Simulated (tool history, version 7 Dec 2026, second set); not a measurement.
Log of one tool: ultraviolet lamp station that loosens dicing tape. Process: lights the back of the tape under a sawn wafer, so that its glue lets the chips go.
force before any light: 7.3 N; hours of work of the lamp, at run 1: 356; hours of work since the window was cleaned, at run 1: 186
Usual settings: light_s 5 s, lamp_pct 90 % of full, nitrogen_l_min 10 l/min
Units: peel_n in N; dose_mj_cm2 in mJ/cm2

run	hour	light_s	lamp_pct	nitrogen_l_min	hours of work of the lamp	hours of work since the window was cleaned	peel_n	dose_mj_cm2
1	0	5	90	10	356	186	0.802	270
2	10.1	5	90	10	363	193	0.756	266
3	21	5	90	10	371	201	0.797	263
4	33	5	90	10	380	209	0.806	268
5	47	5	90	10	390	219	0.831	259
6	59.1	5	90	10	398	228	0.827	259
7	67	5	90	10	404	234	0.84	264
8	77.6	5	90	10	411	241	0.855	258
9	90.1	5	90	10	420	250	0.875	256
10	102.2	6	90	10	429	259	0.624	300
11	112.6	6	90	6	436	266	0.887	300
12	120.4	5	80	10	442	272	1.093	223
13	126.6	5	80	8	446	276	1.237	221
14	139.2	2	90	10	455	285	2.984	95
15	148.4	5	90	13	462	292	0.774	242
16	160.8	5	90	10	471	300	0.926	241
17	170.7	5	90	10	478	307	0.899	242
# hour 177.7: window cleaned of glue's vapour
18	179.5	5	90	10	484	1	0.955	238
19	188.4	5	90	10	490	8	1.01	233
20	202.2	5	90	4	500	17	1.69	233
21	208	5	90	4	504	22	1.699	233
# hour 220.3: window cleaned of glue's vapour, once more
22	221	5	90	4	513	1	1.527	263
23	229.2	5	90	3	519	6	1.727	256
24	243	5	70	12	529	16	1.178	199
25	252.8	7	79	7	536	23	0.759	311
26	259.2	3	75	14	540	28	2.046	125
27	267.4	2	90	10	546	34	2.882	101
28	275.1	2	90	10	552	39	3	100
29	287.6	5	82	10	561	48	1.032	226
30	298	5	82	10	568	55	1.046	222
31	307.9	3	82	9	575	63	2.296	130
32	314	8	90	10	579	67	0.404	391
33	320.7	5	78	10	584	72	1.208	209
34	327.4	5	78	10	589	76	1.208	211
35	333.4	5	78	10	593	81	1.185	204
36	339.2	5	78	10	597	85	1.218	206
37	345.5	5	76	10	602	89	1.297	197
38	354.6	5	76	10	608	96	1.303	199
39	365.9	3	95	5	616	104	2.57	145
40	371.6	6	89	10	620	108	0.728	274
41	381.9	5	94	10	628	115	0.902	245
42	390.7	5	94	10	634	122	0.949	235
43	401.5	8	84	5	642	129	0.821	341

Forecast each of these 4 alternatives for the next run:
A	414.2	5	90	9	651	138	?	?
B	414.2	8	91	10	651	138	?	?
C	414.2	2	84	4	651	138	?	?
D	414.2	5	90	6	651	138	?	?

run	peel_n	dose_mj_cm2
A	1.109	224
B	0.456	367
C	4.25	83
D	1.466	224
Without the tool's hidden state the same runs would have given:
run	peel_n	dose_mj_cm2
A	0.524	346
B	0.28	565
C	3.189	129
D	0.721	344
